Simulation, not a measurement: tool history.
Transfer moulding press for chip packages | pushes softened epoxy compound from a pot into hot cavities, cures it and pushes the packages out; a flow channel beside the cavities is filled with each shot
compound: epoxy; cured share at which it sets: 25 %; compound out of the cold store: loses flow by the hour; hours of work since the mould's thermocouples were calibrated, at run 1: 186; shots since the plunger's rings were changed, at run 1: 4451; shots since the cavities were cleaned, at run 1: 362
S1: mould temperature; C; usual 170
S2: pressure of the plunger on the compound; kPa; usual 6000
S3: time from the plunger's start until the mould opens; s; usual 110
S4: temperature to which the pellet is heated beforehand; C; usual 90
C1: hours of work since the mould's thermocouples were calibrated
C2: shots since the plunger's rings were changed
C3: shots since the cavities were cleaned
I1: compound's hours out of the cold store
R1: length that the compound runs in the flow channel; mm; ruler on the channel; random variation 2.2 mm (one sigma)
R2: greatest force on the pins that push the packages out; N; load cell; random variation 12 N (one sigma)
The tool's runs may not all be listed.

| run | day | S1 | S2 | S3 | S4 | C1 | C2 | C3 | I1 | R1 | R2 |
|---|---|---|---|---|---|---|---|---|---|---|---|
| 1 | 0 | 170 | 6000 | 110 | 90 | 186 | 4451 | 362 | 29.4 | 922 | 695 |
| 2 | 0.454 | 170 | 6000 | 110 | 90 | 191 | 4541 | 452 | 45.7 | 850 | 705 |
| 3 | 1.004 | 170 | 6000 | 110 | 90 | 197 | 4651 | 562 | 22 | 947 | 791 |
|  | 1.167 | cavities cleaned with cleaning compound and waxed |
| 4 | 1.446 | 170 | 6000 | 110 | 90 | 201 | 4726 | 55 | 42.3 | 858 | 605 |
| 5 | 2.071 | 170 | 6000 | 110 | 90 | 208 | 4851 | 180 | 30.3 | 914 | 663 |
| 6 | 2.692 | 170 | 6000 | 110 | 90 | 215 | 4975 | 304 | 39.9 | 868 | 682 |
| 7 | 3.296 | 170 | 6000 | 110 | 90 | 221 | 5095 | 424 | 18.6 | 968 | 760 |
| 8 | 3.938 | 170 | 6000 | 110 | 90 | 228 | 5223 | 552 | 14.2 | 987 | 830 |
|  | 4.142 | cavities cleaned with cleaning compound and waxed |
| 9 | 4.671 | 170 | 6000 | 110 | 81 | 236 | 5357 | 105 | 39.4 | 869 | 623 |
|  | 4.921 | plunger's sealing rings changed |
| 10 | 5.238 | 170 | 6000 | 110 | 81 | 241 | 63 | 197 | 23.9 | 976 | 698 |
| 11 | 5.646 | 170 | 6000 | 110 | 81 | 245 | 144 | 278 | 31.3 | 938 | 676 |
| 12 | 6.229 | 170 | 6000 | 110 | 81 | 252 | 260 | 394 | 22.1 | 982 | 720 |
| 13 | 6.783 | 170 | 6000 | 110 | 90 | 258 | 371 | 505 | 34.6 | 919 | 763 |
|  | 7.271 | cavities cleaned with cleaning compound and waxed |
| 14 | 7.271 | 170 | 6000 | 110 | 90 | 263 | 456 | 0 | 32.2 | 932 | 580 |
| 15 | 7.662 | 174 | 5360 | 110 | 90 | 267 | 534 | 78 | 42.7 | 822 | 506 |
| 16 | 8.175 | 170 | 6000 | 110 | 90 | 273 | 636 | 180 | 45.6 | 872 | 626 |
| 17 | 8.525 | 170 | 6000 | 110 | 90 | 277 | 706 | 250 | 37 | 909 | 681 |
| 18 | 8.917 | 170 | 6000 | 110 | 90 | 281 | 784 | 328 | 33.9 | 920 | 726 |
|  | 9.05 | mould's thermocouples calibrated |
| 19 | 9.675 | 170 | 6000 | 110 | 90 | 7 | 919 | 463 | 41.3 | 891 | 743 |
|  | 10.325 | cavities cleaned with cleaning compound and waxed |
| 20 | 10.325 | 170 | 6000 | 110 | 90 | 13 | 1036 | 0 | 10.5 | 1035 | 608 |
| 21 | 10.983 | 164 | 6320 | 131 | 96 | 21 | 1167 | 131 | 35 | 964 | 707 |
|  | 11.096 | mould's thermocouples calibrated, once more |
| 22 | 11.542 | 168 | 4660 | 97 | 96 | 5 | 1261 | 225 | 42.8 | 778 | 910 |
| 23 | 12.225 | 168 | 4660 | 97 | 96 | 12 | 1398 | 362 | 15.6 | 895 | 1096 |
| 24 | 12.525 | 168 | 4580 | 138 | 94 | 16 | 1457 | 421 | 44.5 | 764 | 591 |
| 25 | 13.092 | 168 | 4580 | 138 | 94 | 22 | 1571 | 535 | 46.8 | 754 | 640 |
|  | 13.408 | cavities cleaned with cleaning compound and waxed |
| 26 | 13.525 | 175 | 6000 | 110 | 90 | 26 | 1645 | 24 | 13.2 | 997 | 453 |
| 27 | 13.9 | 175 | 6000 | 117 | 90 | 30 | 1719 | 98 | 41.4 | 867 | 461 |

How the hidden state differs across the entries between the runs, from the last listed run before each to the first after it:
Between runs 3 and 4: cavities cleaned with cleaning compound and waxed (day 1.167)
  true mould temperature over the reading, C: -0.12 -> -0.13; pressure that reaches the compound, % of what is set: 93.85 -> 93.78; grip of the stained cavities, % over clean ones': 37.9 -> 8.8
  measured less the result without the state, R1: -30 -> -28 mm; R2: +222 -> +53 N
Between runs 8 and 9: cavities cleaned with cleaning compound and waxed (day 4.142)
  true mould temperature over the reading, C: -0.18 -> -0.2; pressure that reaches the compound, % of what is set: 93.16 -> 93.01; grip of the stained cavities, % over clean ones': 40.9 -> 11.3
  measured less the result without the state, R1: -34 -> -32 mm; R2: +247 -> +70 N
Between runs 9 and 10: plunger's sealing rings changed (day 4.921)
  true mould temperature over the reading, C: -0.2 -> -0.21; pressure that reaches the compound, % of what is set: 93.01 -> 99.52; grip of the stained cavities, % over clean ones': 11.3 -> 18.8
  measured less the result without the state, R1: -32 -> -1 mm; R2: +70 -> +117 N
Between runs 13 and 14: cavities cleaned with cleaning compound and waxed (day 7.271)
  true mould temperature over the reading, C: -0.24 -> -0.25; pressure that reaches the compound, % of what is set: 99.15 -> 99.04; grip of the stained cavities, % over clean ones': 37.1 -> 2.9
  measured less the result without the state, R1: -3 -> -4 mm; R2: +217 -> +25 N
Between runs 18 and 19: mould's thermocouples calibrated (day 9.05)
  true mould temperature over the reading, C: -0.28 -> -0.34; pressure that reaches the compound, % of what is set: 98.63 -> 98.45; grip of the stained cavities, % over clean ones': 28.3 -> 35.9
  measured less the result without the state, R1: -5 -> -5 mm; R2: +170 -> +206 N
Between runs 19 and 20: cavities cleaned with cleaning compound and waxed (day 10.325)
  true mould temperature over the reading, C: -0.34 -> -0.35; pressure that reaches the compound, % of what is set: 98.45 -> 98.31; grip of the stained cavities, % over clean ones': 35.9 -> 3.1
  measured less the result without the state, R1: -5 -> -7 mm; R2: +206 -> +32 N
Between runs 21 and 22: mould's thermocouples calibrated, once more (day 11.096)
  true mould temperature over the reading, C: -0.37 -> 0.19; pressure that reaches the compound, % of what is set: 98.17 -> 98.06; grip of the stained cavities, % over clean ones': 14.6 -> 21.5
  measured less the result without the state, R1: -8 -> -8 mm; R2: +106 -> +150 N
Between runs 25 and 26: cavities cleaned with cleaning compound and waxed (day 13.408)
  true mould temperature over the reading, C: 0.16 -> 0.15; pressure that reaches the compound, % of what is set: 97.68 -> 97.59; grip of the stained cavities, % over clean ones': 39.6 -> 3.5
  measured less the result without the state, R1: -9 -> -13 mm; R2: +180 -> +13 N
